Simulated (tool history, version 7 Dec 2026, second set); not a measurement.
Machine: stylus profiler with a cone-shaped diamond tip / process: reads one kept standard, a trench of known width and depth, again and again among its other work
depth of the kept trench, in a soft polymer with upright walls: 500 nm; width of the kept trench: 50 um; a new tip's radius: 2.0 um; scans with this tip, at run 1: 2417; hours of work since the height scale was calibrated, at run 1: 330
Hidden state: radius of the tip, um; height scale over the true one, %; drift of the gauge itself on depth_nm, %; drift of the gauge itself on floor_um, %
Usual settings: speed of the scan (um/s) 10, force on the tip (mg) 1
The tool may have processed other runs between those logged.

run,day,speed of the scan (um/s),force on the tip (mg),scans with this tip,hours of work since the height scale was calibrated,depth of the trench (nm),width of the trench's floor (nm)
1,0,10,1,2417,330,501.7,47100
2,0.65,2,1,2505,342,501.71,47170
3,1.379,2,1,2603,356,501.85,47220
4,2.029,2,1,2690,368,501.55,47140
5,2.562,2,1,2761,377,501.81,47190
6,3.371,2,1,2870,392,501.63,47140
7,4.25,2,1,2988,408,501.71,47180
8,4.875,4,1,3072,420,501.91,47110
9,5.296,4,1,3128,428,501.73,47120
10,5.733,21,1,3187,436,501.48,46950
11,6.183,21,1,3248,444,501.46,47050
12,6.571,21,1,3299,451,501.27,47040
13,7.233,4,1,3389,463,501.61,47050
14,8.038,10,1.57,3497,478,502.13,47020
15,8.842,10,3,3605,493,504.1,47080
16,9.575,10,3,3703,506,504.09,47080
17,10.079,10,3,3771,515,503.86,47100
18,10.971,10,3,3891,532,503.59,47040
19,11.55,10,3,3969,542,504.07,47120
20,12.5,10,3,4096,560,504.31,47030
21,13.458,10,1.39,4225,577,501.89,47020
22,14.258,10,1.39,4332,592,501.89,47100
23,15.196,10,1.39,4458,609,501.71,47030
24,15.792,10,1.39,4538,620,501.48,47040
25,16.321,10,1.39,4609,630,501.81,47000
26,16.758,10,1.39,4668,638,501.7,46970
27,17.208,10,1.39,4729,646,501.69,47010
28,17.954,15,2.27,4829,660,502.76,46960
29,18.729,15,2.27,4932,674,502.94,46970
30,19.525,7,2.01,5040,689,502.39,47020
31,19.962,35,1.94,5098,697,502.43,46830
32,20.388,35,1.94,5156,705,502.29,46830
33,21.029,35,1.94,5242,716,502.3,46790
34,21.65,35,1.94,5325,728,502.23,46830
35,22.188,35,1.07,5397,738,500.93,46770
36,22.921,35,1.07,5496,751,500.88,46720
37,23.554,35,1.07,5581,763,501.11,46660
38,24.008,7,1.97,5642,771,502.33,46970
39,24.696,19,0.58,5734,784,500.15,46850
40,25.171,19,0.58,5798,792,500.04,46780
41,25.75,19,0.58,5875,803,500.17,46800
42,26.221,19,0.58,5939,812,500.18,46810
43,27.129,18,1.38,6061,828,501.21,46860
44,28.083,18,1.38,6189,846,501.3,46850
45,28.646,18,1.38,6264,856,501.1,46860
46,29.45,18,1.38,6372,871,501.14,46830
47,30.288,2,1.68,6485,886,501.67,46880
48,31.138,10,1.39,6599,902,501.29,46890

Predict each of these 3 candidate next runs independently; none follows another, all start after run 48:
A,31.783,16,2.69,6686,914,?,?
B,31.783,14,1.77,6686,914,?,?
C,31.783,19,1.07,6686,914,?,?

run,depth of the trench (nm),width of the trench's floor (nm)
A,502.61,46860
B,501.56,46850
C,500.55,46780
With no hidden state in the tool, these same runs would have given:
run,depth of the trench (nm),width of the trench's floor (nm)
A,504.32,47260
B,503.26,47250
C,502.24,47180
